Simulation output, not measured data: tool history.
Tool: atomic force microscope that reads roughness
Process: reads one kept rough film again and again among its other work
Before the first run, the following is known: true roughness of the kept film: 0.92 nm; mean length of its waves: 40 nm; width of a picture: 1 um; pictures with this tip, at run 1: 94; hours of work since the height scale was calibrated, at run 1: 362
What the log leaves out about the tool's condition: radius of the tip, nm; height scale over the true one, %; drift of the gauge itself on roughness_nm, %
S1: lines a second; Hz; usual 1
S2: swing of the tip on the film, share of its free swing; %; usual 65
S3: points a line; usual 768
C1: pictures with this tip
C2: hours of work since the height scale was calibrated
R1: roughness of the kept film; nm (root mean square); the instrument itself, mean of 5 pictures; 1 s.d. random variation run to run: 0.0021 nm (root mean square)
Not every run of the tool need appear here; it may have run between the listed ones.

run	hour	S1	S2	S3	C1	C2	R1
1	0	1	65	768	94	362	0.875
2	34.4	1	65	768	128	380	0.876
3	61.9	1	65	768	155	394	0.867
4	87.9	1	65	768	181	408	0.862
5	121.2	1	65	768	214	426	0.86
6	137.5	1	65	768	230	434	0.856
7	157.2	1	65	768	250	444	0.856
8	195.4	1	65	768	288	464	0.854
# hour 220.3: new tip fitted
9	229.9	1	65	984	9	482	0.89
10	263.8	1	65	984	43	500	0.882
11	285.3	2.69	65	768	64	511	0.85
12	312	2.69	65	768	91	525	0.849
13	349.2	2.69	65	768	128	545	0.844
14	380.2	2.69	65	768	158	561	0.839
15	400.6	2.69	65	768	179	571	0.838
16	419.2	2.69	65	768	197	581	0.832
17	459.2	2.69	65	768	237	602	0.828
18	484.5	2.52	65	768	262	615	0.83
19	513.8	2.52	65	768	291	631	0.822
# hour 534: new tip fitted
20	536.2	1	57	667	2	642	0.904
21	559.3	1.49	68	826	25	654	0.878
22	576.9	0.51	68	345	43	663	0.895
23	609.3	0.51	68	345	75	680	0.887
24	649.1	1.18	68	574	114	701	0.874
25	665.6	1.18	68	574	131	710	0.867
26	690.8	2.52	87	901	156	723	0.756
27	715	2.52	87	901	180	736	0.752
28	739.5	2.52	73	350	204	748	0.807
29	765.7	1.16	73	460	230	762	0.843
30	789.9	0.54	77	432	254	775	0.857
31	821.2	2.43	72	757	285	791	0.809
# hour 846.4: new tip fitted
32	859.7	1	65	996	13	811	0.896
33	889	0.61	63	489	42	826	0.896
34	909.2	2.84	62	768	62	837	0.863
35	930.1	3.07	70	823	82	848	0.832
36	953.7	0.51	65	768	106	860	0.892
37	979	1.05	65	768	131	873	0.878

Below are 4 alternative next runs, each starting from the tool's condition after run 37. Predict each:
A	1016.7	1.36	65	732	168	893	?
B	1016.7	1.05	73	654	168	893	?
C	1016.7	1	65	685	168	893	?
D	1016.7	1.05	65	884	168	893	?

run	R1
A	0.867
B	0.861
C	0.872
D	0.869
Without the tool's unlogged condition, the same runs would have read:
run	R1
A	0.88
B	0.874
C	0.885
D	0.881
